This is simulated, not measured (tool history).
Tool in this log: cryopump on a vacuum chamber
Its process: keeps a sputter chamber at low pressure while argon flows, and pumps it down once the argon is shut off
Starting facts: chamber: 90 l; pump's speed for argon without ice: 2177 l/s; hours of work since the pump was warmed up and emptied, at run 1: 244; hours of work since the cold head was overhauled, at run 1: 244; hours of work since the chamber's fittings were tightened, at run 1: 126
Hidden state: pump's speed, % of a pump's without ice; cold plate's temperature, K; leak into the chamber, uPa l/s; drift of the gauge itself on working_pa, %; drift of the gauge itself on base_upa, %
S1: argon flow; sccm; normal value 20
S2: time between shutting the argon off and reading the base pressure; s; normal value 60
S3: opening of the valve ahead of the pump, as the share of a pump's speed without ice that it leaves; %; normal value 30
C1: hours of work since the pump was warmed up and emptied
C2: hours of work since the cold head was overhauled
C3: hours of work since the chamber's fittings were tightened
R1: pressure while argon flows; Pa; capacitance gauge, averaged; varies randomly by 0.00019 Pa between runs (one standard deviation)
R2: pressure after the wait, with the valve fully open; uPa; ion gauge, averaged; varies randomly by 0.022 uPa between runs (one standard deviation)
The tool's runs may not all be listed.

{"run": 1, "hour": 0.0, "S1": 20, "S2": 60, "S3": 30, "C1": 244, "C2": 244, "C3": 126, "R1": 0.0526, "R2": 0.73}
{"run": 2, "hour": 56.3, "S1": 20, "S2": 60, "S3": 30, "C1": 283, "C2": 283, "C3": 165, "R1": 0.0529, "R2": 0.75}
{"run": 3, "hour": 117.5, "S1": 20, "S2": 60, "S3": 30, "C1": 326, "C2": 326, "C3": 208, "R1": 0.0533, "R2": 0.81}
{"run": 4, "hour": 182.5, "S1": 20, "S2": 60, "S3": 30, "C1": 371, "C2": 371, "C3": 253, "R1": 0.0534, "R2": 0.86}
{"run": 5, "hour": 246.3, "S1": 20, "S2": 60, "S3": 23, "C1": 416, "C2": 416, "C3": 298, "R1": 0.069, "R2": 0.8}
{"run": 6, "hour": 277.7, "S1": 20, "S2": 60, "S3": 23, "C1": 438, "C2": 438, "C3": 320, "R1": 0.0695, "R2": 0.85}
{"run": 7, "hour": 327.4, "S1": 20, "S2": 60, "S3": 23, "C1": 473, "C2": 473, "C3": 354, "R1": 0.0699, "R2": 0.87}
{"run": 8, "hour": 377.9, "S1": 20, "S2": 60, "S3": 23, "C1": 508, "C2": 508, "C3": 390, "R1": 0.0697, "R2": 0.87}
{"run": 9, "hour": 419.4, "S1": 15, "S2": 60, "S3": 21, "C1": 537, "C2": 537, "C3": 419, "R1": 0.0572, "R2": 0.89}
{"run": 10, "hour": 483.7, "S1": 35, "S2": 62, "S3": 21, "C1": 582, "C2": 582, "C3": 464, "R1": 0.1337, "R2": 0.89}
{"hour": 541.6, "done": "pump warmed up, emptied and cooled again"}
{"run": 11, "hour": 551.6, "S1": 35, "S2": 212, "S3": 37, "C1": 7, "C2": 626, "C3": 507, "R1": 0.0737, "R2": 0.51}
{"run": 12, "hour": 580.8, "S1": 29, "S2": 20, "S3": 21, "C1": 27, "C2": 646, "C3": 528, "R1": 0.1075, "R2": 1.99}
{"run": 13, "hour": 636.3, "S1": 29, "S2": 20, "S3": 21, "C1": 66, "C2": 685, "C3": 567, "R1": 0.1077, "R2": 1.98}
{"run": 14, "hour": 686.7, "S1": 29, "S2": 20, "S3": 21, "C1": 101, "C2": 720, "C3": 602, "R1": 0.1084, "R2": 1.96}
{"run": 15, "hour": 733.8, "S1": 29, "S2": 20, "S3": 21, "C1": 134, "C2": 753, "C3": 635, "R1": 0.1083, "R2": 2.02}
{"run": 16, "hour": 767.2, "S1": 29, "S2": 20, "S3": 21, "C1": 158, "C2": 776, "C3": 658, "R1": 0.1083, "R2": 2.04}

The same runs without the tool's hidden state, with the same run-to-run variation:
run=1 R1=0.0515 R2=0.66
run=2 R1=0.0516 R2=0.66
run=3 R1=0.0519 R2=0.7
run=4 R1=0.0518 R2=0.71
run=5 R1=0.0672 R2=0.64
run=6 R1=0.0676 R2=0.67
run=7 R1=0.0679 R2=0.67
run=8 R1=0.0675 R2=0.65
run=9 R1=0.0555 R2=0.65
run=10 R1=0.1293 R2=0.63
run=11 R1=0.0733 R2=0.28
run=12 R1=0.1071 R2=1.75
run=13 R1=0.1071 R2=1.72
run=14 R1=0.1076 R2=1.68
run=15 R1=0.1073 R2=1.72
run=16 R1=0.1072 R2=1.73
